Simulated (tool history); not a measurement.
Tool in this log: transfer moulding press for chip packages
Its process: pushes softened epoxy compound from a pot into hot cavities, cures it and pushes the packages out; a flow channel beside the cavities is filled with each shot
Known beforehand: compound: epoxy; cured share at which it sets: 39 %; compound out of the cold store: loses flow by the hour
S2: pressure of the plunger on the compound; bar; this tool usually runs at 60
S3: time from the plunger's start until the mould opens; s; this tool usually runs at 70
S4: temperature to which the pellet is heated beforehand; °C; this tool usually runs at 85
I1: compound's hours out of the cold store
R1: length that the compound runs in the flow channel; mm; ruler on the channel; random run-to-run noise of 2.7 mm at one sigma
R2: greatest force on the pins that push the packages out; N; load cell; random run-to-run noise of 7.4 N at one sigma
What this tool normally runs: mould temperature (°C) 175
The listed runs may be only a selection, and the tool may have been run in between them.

{"run": 1, "hour": 0.0, "mould temperature (°C)": 175, "S2": 60, "S3": 70, "S4": 85, "I1": 9.8, "R1": 797, "R2": 306}
{"run": 2, "hour": 17.0, "mould temperature (°C)": 175, "S2": 60, "S3": 70, "S4": 78, "I1": 26.7, "R1": 773, "R2": 432}
{"run": 3, "hour": 28.3, "mould temperature (°C)": 175, "S2": 60, "S3": 70, "S4": 78, "I1": 42.1, "R1": 749, "R2": 482}
{"run": 4, "hour": 44.7, "mould temperature (°C)": 175, "S2": 60, "S3": 70, "S4": 78, "I1": 44.3, "R1": 743, "R2": 504}
{"run": 5, "hour": 58.2, "mould temperature (°C)": 175, "S2": 60, "S3": 70, "S4": 78, "I1": 32.7, "R1": 762, "R2": 560}
{"run": 6, "hour": 71.3, "mould temperature (°C)": 175, "S2": 60, "S3": 70, "S4": 85, "I1": 34.1, "R1": 753, "R2": 565}
{"hour": 80.1, "done": "plunger's sealing rings changed"}
{"hour": 86.8, "done": "cavities cleaned with cleaning compound and waxed"}
{"run": 7, "hour": 88.1, "mould temperature (°C)": 175, "S2": 60, "S3": 70, "S4": 85, "I1": 44.5, "R1": 771, "R2": 308}
{"run": 8, "hour": 101.7, "mould temperature (°C)": 175, "S2": 60, "S3": 86, "S4": 85, "I1": 26.6, "R1": 790, "R2": 273}
{"hour": 109.9, "done": "mould's thermocouples calibrated"}
{"run": 9, "hour": 113.7, "mould temperature (°C)": 175, "S2": 60, "S3": 86, "S4": 85, "I1": 25.9, "R1": 792, "R2": 289}
{"run": 10, "hour": 130.4, "mould temperature (°C)": 176, "S2": 60, "S3": 86, "S4": 85, "I1": 29.6, "R1": 778, "R2": 317}
{"run": 11, "hour": 138.9, "mould temperature (°C)": 175, "S2": 60, "S3": 70, "S4": 85, "I1": 37.9, "R1": 774, "R2": 514}
{"run": 12, "hour": 154.6, "mould temperature (°C)": 175, "S2": 60, "S3": 70, "S4": 85, "I1": 14.5, "R1": 801, "R2": 557}
{"run": 13, "hour": 165.5, "mould temperature (°C)": 175, "S2": 60, "S3": 70, "S4": 85, "I1": 44.2, "R1": 757, "R2": 550}
{"hour": 172.8, "done": "cavities cleaned with cleaning compound and waxed"}
{"run": 14, "hour": 182.7, "mould temperature (°C)": 175, "S2": 60, "S3": 70, "S4": 85, "I1": 17, "R1": 803, "R2": 366}
{"run": 15, "hour": 195.9, "mould temperature (°C)": 175, "S2": 60, "S3": 70, "S4": 85, "I1": 20.4, "R1": 800, "R2": 438}
{"run": 16, "hour": 205.1, "mould temperature (°C)": 179, "S2": 60, "S3": 70, "S4": 89, "I1": 38.6, "R1": 749, "R2": 349}
{"run": 17, "hour": 217.3, "mould temperature (°C)": 179, "S2": 60, "S3": 70, "S4": 89, "I1": 15.1, "R1": 783, "R2": 399}
{"run": 18, "hour": 224.3, "mould temperature (°C)": 179, "S2": 60, "S3": 70, "S4": 89, "I1": 33.5, "R1": 757, "R2": 386}
{"run": 19, "hour": 240.2, "mould temperature (°C)": 179, "S2": 60, "S3": 70, "S4": 89, "I1": 10, "R1": 788, "R2": 433}
{"hour": 256.9, "done": "cavities cleaned with cleaning compound and waxed"}
{"run": 20, "hour": 256.9, "mould temperature (°C)": 173, "S2": 51.5, "S3": 70, "S4": 85, "I1": 47.5, "R1": 702, "R2": 339}
{"run": 21, "hour": 270.1, "mould temperature (°C)": 173, "S2": 47.1, "S3": 66, "S4": 85, "I1": 14.5, "R1": 714, "R2": 553}
{"run": 22, "hour": 286.9, "mould temperature (°C)": 176, "S2": 60, "S3": 70, "S4": 85, "I1": 33, "R1": 764, "R2": 425}
{"run": 23, "hour": 298.6, "mould temperature (°C)": 176, "S2": 60, "S3": 70, "S4": 85, "I1": 41.3, "R1": 753, "R2": 485}
{"run": 24, "hour": 313.6, "mould temperature (°C)": 175, "S2": 60.5, "S3": 83, "S4": 85, "I1": 39, "R1": 758, "R2": 368}
{"run": 25, "hour": 326.5, "mould temperature (°C)": 175, "S2": 60.5, "S3": 83, "S4": 85, "I1": 37.5, "R1": 758, "R2": 386}
{"hour": 342.0, "done": "cavities cleaned with cleaning compound and waxed"}
{"run": 26, "hour": 343.2, "mould temperature (°C)": 175, "S2": 60, "S3": 70, "S4": 76, "I1": 12.6, "R1": 795, "R2": 338}
{"run": 27, "hour": 356.1, "mould temperature (°C)": 175, "S2": 60, "S3": 70, "S4": 76, "I1": 12.6, "R1": 792, "R2": 420}
{"run": 28, "hour": 366.6, "mould temperature (°C)": 180, "S2": 60, "S3": 70, "S4": 76, "I1": 9.8, "R1": 778, "R2": 325}

5 ways to go on from here, each from the tool as it stands after run 28. What would each give?
{"run": "A", "hour": 376.7, "mould temperature (°C)": 183, "S2": 73.7, "S3": 70, "S4": 77, "I1": 39.7, "R1": "?", "R2": "?"}
{"run": "B", "hour": 376.7, "mould temperature (°C)": 174, "S2": 60, "S3": 102, "S4": 85, "I1": 10.4, "R1": "?", "R2": "?"}
{"run": "C", "hour": 376.7, "mould temperature (°C)": 182, "S2": 60, "S3": 70, "S4": 86, "I1": 42.3, "R1": "?", "R2": "?"}
{"run": "D", "hour": 376.7, "mould temperature (°C)": 176, "S2": 74.8, "S3": 59, "S4": 76, "I1": 38.6, "R1": "?", "R2": "?"}
{"run": "E", "hour": 376.7, "mould temperature (°C)": 176, "S2": 60, "S3": 70, "S4": 76, "I1": 39.5, "R1": "?", "R2": "?"}

run=A R1=798 R2=311
run=B R1=798 R2=288
run=C R1=719 R2=327
run=D R1=833 R2=786
run=E R1=745 R2=459
With the hidden condition removed and each run's random variation left untouched, the same runs would have given:
run=A R1=827 R2=191
run=B R1=828 R2=174
run=C R1=746 R2=200
run=D R1=864 R2=491
run=E R1=773 R2=286
